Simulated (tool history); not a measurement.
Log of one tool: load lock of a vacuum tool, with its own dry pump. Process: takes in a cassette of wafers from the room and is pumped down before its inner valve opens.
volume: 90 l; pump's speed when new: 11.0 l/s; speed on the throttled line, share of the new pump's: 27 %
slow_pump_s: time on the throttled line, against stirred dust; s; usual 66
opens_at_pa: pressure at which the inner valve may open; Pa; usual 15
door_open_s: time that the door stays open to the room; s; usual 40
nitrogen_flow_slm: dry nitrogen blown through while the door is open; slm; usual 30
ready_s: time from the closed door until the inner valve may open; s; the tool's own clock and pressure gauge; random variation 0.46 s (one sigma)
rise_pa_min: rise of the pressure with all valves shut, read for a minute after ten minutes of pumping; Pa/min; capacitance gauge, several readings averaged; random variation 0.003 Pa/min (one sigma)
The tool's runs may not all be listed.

run	day	slow_pump_s	opens_at_pa	door_open_s	nitrogen_flow_slm	incoming humidity of the room's air, %	ready_s	rise_pa_min
1	0.000	66	15	40	30	44.3	121.0	0.017
2	16.438	66	15	40	30	45.1	120.7	0.018
3	30.867	66	15	40	30	43.5	120.9	0.015
# day 44.533: dry pump taken out, an overhauled one fitted
4	50.088	66	15	40	30	44.7	120.7	0.015
5	68.912	66	15	40	30	47.8	120.5	0.009
6	90.417	66	15	40	30	44.3	120.5	0.014
7	111.738	66	15	40	30	45.5	121.2	0.014
8	138.396	66	15	40	30	45.2	121.0	0.016
9	155.704	66	15	58	30	43.7	120.9	0.017
10	169.167	66	15	58	30	43.6	120.9	0.017
11	191.467	66	11	58	30	47.1	123.6	0.023
12	210.262	66	11	58	30	45.8	122.9	0.021
13	233.979	66	11	58	30	47.1	123.5	0.019
14	252.138	66	11	58	30	43.3	123.5	0.019
15	271.962	66	12	73	6	42.9	123.2	0.045
16	291.196	66	15	126	30	42.0	121.6	0.030
17	319.646	66	15	86	13	44.7	120.1	0.043
18	332.800	66	25	86	25	44.1	116.6	0.026
19	350.475	66	25	86	25	40.9	116.5	0.025
20	376.212	47	25	86	13	45.5	102.1	0.040
21	401.042	47	25	86	13	47.2	102.8	0.041
22	417.738	100	12	196	30	44.6	148.2	0.044
# day 438.450: dry pump taken out, an overhauled one fitted
23	443.383	61	12	28	30	45.7	119.6	0.014
24	457.396	109	12	118	17	47.5	154.9	0.041

Forecast each of these 3 alternatives for the next run:
A	478.692	66	28	40	30	44.8	?	?
B	478.692	109	12	61	17	48.0	?	?
C	478.692	59	15	34	10	47.3	?	?

run	ready_s	rise_pa_min
A	115.0	0.012
B	154.0	0.030
C	115.8	0.028
Without the tool's hidden state the same runs would have given:
run	ready_s	rise_pa_min
A	115.0	0.012
B	154.0	0.029
C	115.8	0.027

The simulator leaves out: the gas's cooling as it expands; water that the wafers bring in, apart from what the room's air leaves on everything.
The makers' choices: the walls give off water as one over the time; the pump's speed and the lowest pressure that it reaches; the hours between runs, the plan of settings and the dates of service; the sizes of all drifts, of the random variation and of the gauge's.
